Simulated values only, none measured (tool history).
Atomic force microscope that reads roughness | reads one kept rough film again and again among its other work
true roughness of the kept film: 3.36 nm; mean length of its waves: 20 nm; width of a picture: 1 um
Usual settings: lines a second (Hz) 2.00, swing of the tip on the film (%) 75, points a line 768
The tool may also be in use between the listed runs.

run,hour,lines a second (Hz),swing of the tip on the film (%),points a line,roughness of the kept film (nm (root mean square))
1,0.0,2.00,75,768,2.048
2,45.6,2.00,75,857,1.957
3,72.2,2.00,75,857,1.905
4,110.7,2.00,75,857,1.847
# hour 136.7: new tip fitted
5,139.3,0.51,75,768,2.566
6,176.9,2.00,75,409,2.159
7,211.0,2.83,75,768,2.000
8,258.2,2.83,59,768,2.144
9,285.6,2.83,59,768,2.115
# hour 289.9: height scale calibrated on a step standard
10,306.5,2.00,57,402,2.117
11,350.1,2.00,67,289,1.883
# hour 360.2: height scale calibrated on a step standard, once more
12,377.8,0.68,73,289,1.950
# hour 402.4: new tip fitted
13,407.7,2.00,75,750,2.307
14,432.4,3.36,57,624,2.376
15,454.6,1.80,78,824,2.169
16,476.2,1.80,78,276,2.073
17,523.9,1.80,78,276,1.954
18,557.3,1.80,78,276,1.900

Forecast each of these 5 alternatives for the next run:
A,593.1,1.52,75,680,?
B,593.1,2.09,75,768,?
C,593.1,3.69,71,966,?
D,593.1,1.31,56,523,?
E,593.1,1.35,83,795,?

run,roughness of the kept film (nm (root mean square))
A,1.955
B,1.881
C,1.781
D,2.135
E,1.889
Without the tool's hidden state the same runs would have given:
run,roughness of the kept film (nm (root mean square))
A,2.400
B,2.309
C,2.185
D,2.620
E,2.319
